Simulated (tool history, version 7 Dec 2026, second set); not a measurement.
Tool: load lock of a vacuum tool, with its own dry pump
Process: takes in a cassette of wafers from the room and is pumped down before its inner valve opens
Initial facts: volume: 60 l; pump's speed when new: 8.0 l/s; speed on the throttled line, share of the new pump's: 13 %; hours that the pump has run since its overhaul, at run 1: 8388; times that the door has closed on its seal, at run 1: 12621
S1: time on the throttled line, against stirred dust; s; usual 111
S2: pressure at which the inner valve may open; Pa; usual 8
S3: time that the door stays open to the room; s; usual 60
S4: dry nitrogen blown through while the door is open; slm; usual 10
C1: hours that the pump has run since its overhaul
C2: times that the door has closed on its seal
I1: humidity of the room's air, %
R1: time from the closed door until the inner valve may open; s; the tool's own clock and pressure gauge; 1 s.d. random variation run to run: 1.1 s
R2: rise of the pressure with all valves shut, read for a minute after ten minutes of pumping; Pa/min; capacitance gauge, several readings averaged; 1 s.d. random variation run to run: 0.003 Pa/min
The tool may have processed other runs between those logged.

run 1 hour=0.0 | S1=111 S2=8 S3=60 S4=10 | C1=8388 C2=12621 | I1=44.1 | R1=177.3 R2=0.068
run 2 hour=402.1 | S1=111 S2=8 S3=60 S4=10 | C1=8790 C2=13226 | I1=43.3 | R1=178.0 R2=0.069
run 3 hour=648.9 | S1=111 S2=8 S3=60 S4=10 | C1=9037 C2=13597 | I1=48.2 | R1=178.2 R2=0.067
run 4 hour=885.1 | S1=76 S2=8 S3=60 S4=10 | C1=9273 C2=13953 | I1=43.8 | R1=147.6 R2=0.071
run 5 hour=1304.4 | S1=111 S2=8 S3=60 S4=10 | C1=9693 C2=14584 | I1=45.3 | R1=179.6 R2=0.075
run 6 hour=1768.5 | S1=111 S2=8 S3=60 S4=10 | C1=10157 C2=15282 | I1=45.3 | R1=178.9 R2=0.070
run 7 hour=1988.7 | S1=111 S2=8 S3=42 S4=10 | C1=10377 C2=15613 | I1=43.7 | R1=178.7 R2=0.062
run 8 hour=2359.3 | S1=111 S2=13 S3=60 S4=10 | C1=10747 C2=16171 | I1=46.2 | R1=175.3 R2=0.072
run 9 hour=2804.2 | S1=111 S2=13 S3=60 S4=10 | C1=11192 C2=16840 | I1=44.3 | R1=177.4 R2=0.080
run 10 hour=3101.0 | S1=111 S2=13 S3=60 S4=10 | C1=11489 C2=17287 | I1=47.5 | R1=174.8 R2=0.079
run 11 hour=3329.9 | S1=111 S2=13 S3=60 S4=10 | C1=11718 C2=17631 | I1=46.6 | R1=177.5 R2=0.079
run 12 hour=3532.8 | S1=111 S2=8 S3=60 S4=10 | C1=11921 C2=17937 | I1=47.6 | R1=180.9 R2=0.086
run 13 hour=3836.4 | S1=111 S2=8 S3=60 S4=10 | C1=12225 C2=18393 | I1=43.3 | R1=182.5 R2=0.077
run 14 hour=4244.6 | S1=111 S2=8 S3=60 S4=10 | C1=12633 C2=19008 | I1=46.5 | R1=181.2 R2=0.083
run 15 hour=4642.6 | S1=111 S2=8 S3=60 S4=10 | C1=13031 C2=19606 | I1=45.4 | R1=183.4 R2=0.090
run 16 hour=5097.9 | S1=111 S2=8 S3=60 S4=17 | C1=13486 C2=20291 | I1=46.6 | R1=185.1 R2=0.084
run 17 hour=5358.6 | S1=111 S2=8 S3=60 S4=10 | C1=13747 C2=20684 | I1=43.5 | R1=184.8 R2=0.088
-- hour=5650.0 dry pump taken out, an overhauled one fitted
run 18 hour=5755.6 | S1=111 S2=8 S3=60 S4=10 | C1=106 C2=21272 | I1=40.2 | R1=167.3 R2=0.087
run 19 hour=6101.6 | S1=111 S2=8 S3=60 S4=10 | C1=452 C2=21793 | I1=44.0 | R1=167.3 R2=0.095
run 20 hour=6543.1 | S1=126 S2=8 S3=71 S4=19 | C1=893 C2=22457 | I1=44.1 | R1=181.7 R2=0.093
run 21 hour=6976.0 | S1=124 S2=15 S3=133 S4=8 | C1=1326 C2=23108 | I1=44.4 | R1=173.4 R2=0.130
run 22 hour=7436.6 | S1=93 S2=10 S3=34 S4=10 | C1=1787 C2=23801 | I1=45.6 | R1=151.3 R2=0.089
run 23 hour=7652.1 | S1=93 S2=10 S3=34 S4=10 | C1=2002 C2=24126 | I1=44.8 | R1=152.4 R2=0.088
run 24 hour=7920.7 | S1=81 S2=6 S3=34 S4=7 | C1=2271 C2=24530 | I1=42.7 | R1=147.7 R2=0.090
run 25 hour=8160.2 | S1=124 S2=11 S3=146 S4=27 | C1=2510 C2=24890 | I1=46.2 | R1=177.6 R2=0.121
run 26 hour=8455.6 | S1=77 S2=11 S3=97 S4=30 | C1=2806 C2=25335 | I1=43.2 | R1=136.8 R2=0.102
run 27 hour=8925.7 | S1=72 S2=8 S3=34 S4=36 | C1=3276 C2=26042 | I1=44.4 | R1=136.2 R2=0.083
run 28 hour=9128.2 | S1=72 S2=8 S3=34 S4=36 | C1=3478 C2=26347 | I1=48.7 | R1=136.8 R2=0.093
run 29 hour=9355.7 | S1=113 S2=8 S3=29 S4=10 | C1=3706 C2=26689 | I1=48.2 | R1=173.1 R2=0.096
run 30 hour=9844.2 | S1=121 S2=11 S3=50 S4=15 | C1=4194 C2=27424 | I1=43.2 | R1=176.6 R2=0.105
run 31 hour=10305.8 | S1=111 S2=8 S3=176 S4=7 | C1=4656 C2=28119 | I1=42.7 | R1=172.7 R2=0.160
run 32 hour=10572.7 | S1=221 S2=15 S3=58 S4=5 | C1=4923 C2=28520 | I1=45.9 | R1=263.0 R2=0.126
run 33 hour=11046.8 | S1=111 S2=8 S3=120 S4=10 | C1=5397 C2=29234 | I1=44.1 | R1=171.9 R2=0.145
run 34 hour=11442.5 | S1=111 S2=8 S3=120 S4=10 | C1=5793 C2=29829 | I1=47.0 | R1=172.1 R2=0.151
run 35 hour=11928.3 | S1=111 S2=8 S3=120 S4=10 | C1=6278 C2=30560 | I1=43.8 | R1=173.1 R2=0.151
run 36 hour=12261.9 | S1=111 S2=8 S3=212 S4=10 | C1=6612 C2=31062 | I1=45.9 | R1=175.0 R2=0.180
run 37 hour=12485.1 | S1=111 S2=8 S3=60 S4=8 | C1=6835 C2=31398 | I1=47.3 | R1=174.4 R2=0.133

How the hidden state differs across the entries between the runs, from the last listed run before each to the first after it:
In the gap between runs 17 and 18: dry pump taken out, an overhauled one fitted (hour 5650.0)
  pump's speed, % of a new pump's: 78.1 -> 101.1; leak at the door's seal, Pa l/s: 0.0527 -> 0.0546
  measured value less the no-hidden-state value, R1: +16.0 -> -0.6 s; R2: +0.051 -> +0.052 Pa/min
